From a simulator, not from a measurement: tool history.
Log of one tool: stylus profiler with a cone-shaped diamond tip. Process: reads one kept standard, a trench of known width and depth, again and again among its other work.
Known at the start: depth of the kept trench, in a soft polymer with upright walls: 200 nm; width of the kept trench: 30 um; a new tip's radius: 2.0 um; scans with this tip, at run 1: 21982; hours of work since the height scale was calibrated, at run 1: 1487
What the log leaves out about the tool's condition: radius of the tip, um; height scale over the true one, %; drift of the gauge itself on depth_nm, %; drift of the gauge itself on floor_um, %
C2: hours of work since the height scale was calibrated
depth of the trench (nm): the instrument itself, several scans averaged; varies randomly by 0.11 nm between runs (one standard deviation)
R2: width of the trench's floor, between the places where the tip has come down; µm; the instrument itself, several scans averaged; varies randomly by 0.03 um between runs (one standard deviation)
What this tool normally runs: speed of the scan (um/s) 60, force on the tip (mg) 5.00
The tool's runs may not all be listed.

run 1 hour=0.0 | speed_of_the_scan_(um/s)=60 force_on_the_tip_(mg)=5.00 | scans_with_this_tip=21982 C2=1487 | depth_of_the_trench_(nm)=204.01 R2=26.94
run 2 hour=31.2 | speed_of_the_scan_(um/s)=60 force_on_the_tip_(mg)=5.00 | scans_with_this_tip=22176 C2=1500 | depth_of_the_trench_(nm)=203.95 R2=26.94
run 3 hour=88.9 | speed_of_the_scan_(um/s)=60 force_on_the_tip_(mg)=5.80 | scans_with_this_tip=22535 C2=1525 | depth_of_the_trench_(nm)=204.75 R2=26.95
run 4 hour=132.7 | speed_of_the_scan_(um/s)=60 force_on_the_tip_(mg)=5.80 | scans_with_this_tip=22807 C2=1543 | depth_of_the_trench_(nm)=204.49 R2=27.00
run 5 hour=171.5 | speed_of_the_scan_(um/s)=60 force_on_the_tip_(mg)=5.80 | scans_with_this_tip=23048 C2=1559 | depth_of_the_trench_(nm)=204.57 R2=26.89
run 6 hour=244.7 | speed_of_the_scan_(um/s)=60 force_on_the_tip_(mg)=5.80 | scans_with_this_tip=23503 C2=1590 | depth_of_the_trench_(nm)=204.43 R2=26.96
run 7 hour=308.8 | speed_of_the_scan_(um/s)=60 force_on_the_tip_(mg)=2.46 | scans_with_this_tip=23901 C2=1617 | depth_of_the_trench_(nm)=201.82 R2=26.86
run 8 hour=378.9 | speed_of_the_scan_(um/s)=60 force_on_the_tip_(mg)=2.46 | scans_with_this_tip=24337 C2=1647 | depth_of_the_trench_(nm)=201.68 R2=26.81
run 9 hour=411.6 | speed_of_the_scan_(um/s)=60 force_on_the_tip_(mg)=2.46 | scans_with_this_tip=24540 C2=1660 | depth_of_the_trench_(nm)=201.71 R2=26.80
run 10 hour=469.1 | speed_of_the_scan_(um/s)=60 force_on_the_tip_(mg)=5.00 | scans_with_this_tip=24898 C2=1685 | depth_of_the_trench_(nm)=203.91 R2=26.90
run 11 hour=499.7 | speed_of_the_scan_(um/s)=60 force_on_the_tip_(mg)=5.00 | scans_with_this_tip=25087 C2=1697 | depth_of_the_trench_(nm)=203.75 R2=26.80
run 12 hour=538.3 | speed_of_the_scan_(um/s)=60 force_on_the_tip_(mg)=5.00 | scans_with_this_tip=25328 C2=1714 | depth_of_the_trench_(nm)=203.97 R2=26.81
-- hour=567.9 new tip fitted, height scale calibrated
run 13 hour=582.2 | speed_of_the_scan_(um/s)=60 force_on_the_tip_(mg)=5.00 | scans_with_this_tip=89 C2=6 | depth_of_the_trench_(nm)=205.50 R2=28.14
run 14 hour=648.8 | speed_of_the_scan_(um/s)=60 force_on_the_tip_(mg)=5.00 | scans_with_this_tip=503 C2=34 | depth_of_the_trench_(nm)=205.40 R2=28.13
run 15 hour=711.8 | speed_of_the_scan_(um/s)=60 force_on_the_tip_(mg)=5.00 | scans_with_this_tip=894 C2=60 | depth_of_the_trench_(nm)=205.42 R2=28.15
run 16 hour=752.9 | speed_of_the_scan_(um/s)=60 force_on_the_tip_(mg)=5.00 | scans_with_this_tip=1149 C2=78 | depth_of_the_trench_(nm)=205.57 R2=28.08
run 17 hour=788.7 | speed_of_the_scan_(um/s)=60 force_on_the_tip_(mg)=5.00 | scans_with_this_tip=1372 C2=93 | depth_of_the_trench_(nm)=205.55 R2=28.07
run 18 hour=830.3 | speed_of_the_scan_(um/s)=60 force_on_the_tip_(mg)=5.00 | scans_with_this_tip=1631 C2=110 | depth_of_the_trench_(nm)=205.50 R2=28.04
run 19 hour=872.2 | speed_of_the_scan_(um/s)=107 force_on_the_tip_(mg)=5.00 | scans_with_this_tip=1891 C2=128 | depth_of_the_trench_(nm)=205.42 R2=27.92
run 20 hour=933.1 | speed_of_the_scan_(um/s)=60 force_on_the_tip_(mg)=5.00 | scans_with_this_tip=2270 C2=154 | depth_of_the_trench_(nm)=205.41 R2=27.99
run 21 hour=972.0 | speed_of_the_scan_(um/s)=85 force_on_the_tip_(mg)=5.00 | scans_with_this_tip=2511 C2=170 | depth_of_the_trench_(nm)=205.32 R2=27.97
run 22 hour=1030.0 | speed_of_the_scan_(um/s)=20 force_on_the_tip_(mg)=2.74 | scans_with_this_tip=2871 C2=194 | depth_of_the_trench_(nm)=203.49 R2=28.03
run 23 hour=1103.7 | speed_of_the_scan_(um/s)=20 force_on_the_tip_(mg)=2.74 | scans_with_this_tip=3330 C2=225 | depth_of_the_trench_(nm)=203.69 R2=28.02
run 24 hour=1164.7 | speed_of_the_scan_(um/s)=20 force_on_the_tip_(mg)=2.74 | scans_with_this_tip=3709 C2=251 | depth_of_the_trench_(nm)=203.49 R2=27.96
run 25 hour=1205.3 | speed_of_the_scan_(um/s)=20 force_on_the_tip_(mg)=2.74 | scans_with_this_tip=3961 C2=268 | depth_of_the_trench_(nm)=203.68 R2=28.01
run 26 hour=1257.7 | speed_of_the_scan_(um/s)=20 force_on_the_tip_(mg)=2.74 | scans_with_this_tip=4286 C2=290 | depth_of_the_trench_(nm)=203.60 R2=27.96
run 27 hour=1323.6 | speed_of_the_scan_(um/s)=17 force_on_the_tip_(mg)=2.02 | scans_with_this_tip=4696 C2=318 | depth_of_the_trench_(nm)=202.79 R2=27.92
run 28 hour=1375.6 | speed_of_the_scan_(um/s)=17 force_on_the_tip_(mg)=2.13 | scans_with_this_tip=5019 C2=340 | depth_of_the_trench_(nm)=202.88 R2=27.87
run 29 hour=1425.4 | speed_of_the_scan_(um/s)=17 force_on_the_tip_(mg)=2.13 | scans_with_this_tip=5328 C2=361 | depth_of_the_trench_(nm)=202.68 R2=27.86
run 30 hour=1459.7 | speed_of_the_scan_(um/s)=152 force_on_the_tip_(mg)=11.56 | scans_with_this_tip=5542 C2=375 | depth_of_the_trench_(nm)=209.30 R2=27.74
run 31 hour=1491.6 | speed_of_the_scan_(um/s)=58 force_on_the_tip_(mg)=5.00 | scans_with_this_tip=5740 C2=388 | depth_of_the_trench_(nm)=204.99 R2=27.83
run 32 hour=1527.1 | speed_of_the_scan_(um/s)=198 force_on_the_tip_(mg)=1.95 | scans_with_this_tip=5961 C2=403 | depth_of_the_trench_(nm)=202.79 R2=27.44
run 33 hour=1572.1 | speed_of_the_scan_(um/s)=167 force_on_the_tip_(mg)=3.56 | scans_with_this_tip=6240 C2=422 | depth_of_the_trench_(nm)=203.96 R2=27.56
run 34 hour=1641.6 | speed_of_the_scan_(um/s)=21 force_on_the_tip_(mg)=1.86 | scans_with_this_tip=6672 C2=451 | depth_of_the_trench_(nm)=202.25 R2=27.75
run 35 hour=1715.6 | speed_of_the_scan_(um/s)=92 force_on_the_tip_(mg)=13.27 | scans_with_this_tip=7132 C2=483 | depth_of_the_trench_(nm)=210.33 R2=27.74
run 36 hour=1784.5 | speed_of_the_scan_(um/s)=16 force_on_the_tip_(mg)=11.67 | scans_with_this_tip=7560 C2=512 | depth_of_the_trench_(nm)=209.27 R2=27.75
run 37 hour=1831.2 | speed_of_the_scan_(um/s)=151 force_on_the_tip_(mg)=2.01 | scans_with_this_tip=7850 C2=531 | depth_of_the_trench_(nm)=202.56 R2=27.45
run 38 hour=1890.1 | speed_of_the_scan_(um/s)=151 force_on_the_tip_(mg)=2.01 | scans_with_this_tip=8216 C2=556 | depth_of_the_trench_(nm)=202.42 R2=27.39
run 39 hour=1948.9 | speed_of_the_scan_(um/s)=60 force_on_the_tip_(mg)=2.86 | scans_with_this_tip=8582 C2=581 | depth_of_the_trench_(nm)=203.35 R2=27.61
run 40 hour=1994.5 | speed_of_the_scan_(um/s)=70 force_on_the_tip_(mg)=2.46 | scans_with_this_tip=8865 C2=600 | depth_of_the_trench_(nm)=202.86 R2=27.53

Difference, measured minus no-hidden-state, one row per run. Run-to-run variation is common to both terms; the gauge's own scatter need not be:
run=1 depth_of_the_trench_(nm)=-1.56 R2=-1.22
run=2 depth_of_the_trench_(nm)=-1.57 R2=-1.22
run=3 depth_of_the_trench_(nm)=-1.60 R2=-1.24
run=4 depth_of_the_trench_(nm)=-1.62 R2=-1.25
run=5 depth_of_the_trench_(nm)=-1.63 R2=-1.26
run=6 depth_of_the_trench_(nm)=-1.66 R2=-1.28
run=7 depth_of_the_trench_(nm)=-1.67 R2=-1.30
run=8 depth_of_the_trench_(nm)=-1.70 R2=-1.32
run=9 depth_of_the_trench_(nm)=-1.70 R2=-1.33
run=10 depth_of_the_trench_(nm)=-1.74 R2=-1.34
run=11 depth_of_the_trench_(nm)=-1.75 R2=-1.35
run=12 depth_of_the_trench_(nm)=-1.77 R2=-1.36
run=13 depth_of_the_trench_(nm)=-0.02 R2=+0.00
run=14 depth_of_the_trench_(nm)=-0.04 R2=-0.03
run=15 depth_of_the_trench_(nm)=-0.07 R2=-0.06
run=16 depth_of_the_trench_(nm)=-0.08 R2=-0.07
run=17 depth_of_the_trench_(nm)=-0.10 R2=-0.09
run=18 depth_of_the_trench_(nm)=-0.12 R2=-0.11
run=19 depth_of_the_trench_(nm)=-0.13 R2=-0.13
run=20 depth_of_the_trench_(nm)=-0.15 R2=-0.16
run=21 depth_of_the_trench_(nm)=-0.16 R2=-0.17
run=22 depth_of_the_trench_(nm)=-0.19 R2=-0.20
run=23 depth_of_the_trench_(nm)=-0.22 R2=-0.22
run=24 depth_of_the_trench_(nm)=-0.24 R2=-0.25
run=25 depth_of_the_trench_(nm)=-0.26 R2=-0.26
run=26 depth_of_the_trench_(nm)=-0.28 R2=-0.29
run=27 depth_of_the_trench_(nm)=-0.30 R2=-0.32
run=28 depth_of_the_trench_(nm)=-0.32 R2=-0.33
run=29 depth_of_the_trench_(nm)=-0.34 R2=-0.35
run=30 depth_of_the_trench_(nm)=-0.37 R2=-0.37
run=31 depth_of_the_trench_(nm)=-0.37 R2=-0.38
run=32 depth_of_the_trench_(nm)=-0.38 R2=-0.39
run=33 depth_of_the_trench_(nm)=-0.40 R2=-0.41
run=34 depth_of_the_trench_(nm)=-0.42 R2=-0.44
run=35 depth_of_the_trench_(nm)=-0.48 R2=-0.46
run=36 depth_of_the_trench_(nm)=-0.49 R2=-0.49
run=37 depth_of_the_trench_(nm)=-0.49 R2=-0.51
run=38 depth_of_the_trench_(nm)=-0.52 R2=-0.53
run=39 depth_of_the_trench_(nm)=-0.55 R2=-0.55
run=40 depth_of_the_trench_(nm)=-0.56 R2=-0.56
